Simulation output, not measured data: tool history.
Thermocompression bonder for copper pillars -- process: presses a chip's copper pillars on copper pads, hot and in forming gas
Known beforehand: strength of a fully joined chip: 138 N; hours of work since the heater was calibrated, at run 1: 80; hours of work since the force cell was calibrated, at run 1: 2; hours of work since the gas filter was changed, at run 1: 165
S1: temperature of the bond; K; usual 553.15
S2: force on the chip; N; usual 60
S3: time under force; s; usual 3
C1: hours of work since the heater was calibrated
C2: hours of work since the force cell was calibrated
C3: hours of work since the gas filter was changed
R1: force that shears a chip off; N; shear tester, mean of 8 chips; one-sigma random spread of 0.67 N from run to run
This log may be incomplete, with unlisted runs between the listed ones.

run	day	S1	S2	S3	C1	C2	C3	R1
1	0.000	553.15	60	3	80	2	165	55.6
2	1.562	566.15	60	3	107	30	192	67.4
3	4.775	566.15	60	3	163	86	248	66.9
4	7.579	553.15	60	3	212	135	297	57.6
# day 10.283: forming gas filter changed
5	11.250	553.15	60	3	275	198	17	60.3
6	14.546	553.15	60	3	333	256	74	62.8
7	17.650	553.15	60	3	387	310	129	61.2
8	20.929	553.15	60	3	444	367	186	61.4
9	23.208	553.15	60	3	484	407	226	62.4
10	25.492	553.15	60	3	524	447	265	61.6
# day 28.375: heater calibrated with a thermocouple chip
11	29.250	583.15	60	3	15	511	329	78.0
# day 29.908: forming gas filter changed
12	32.296	583.15	60	3	68	564	42	81.6
13	35.825	550.15	88	4	130	625	103	76.1
14	39.333	550.15	88	4	191	686	164	75.6
15	42.996	550.15	88	4	255	750	228	75.1
# day 43.388: force cell calibrated
16	44.938	529.15	52	5	288	27	261	47.1

Expected results for the next run?
17	48.425	566.15	58	9	348	88	322	?

R1: 91.6 N
Take away the tool's hidden state, keep the run-to-run variation as it was, and the same run would have given R1 93.8 N.
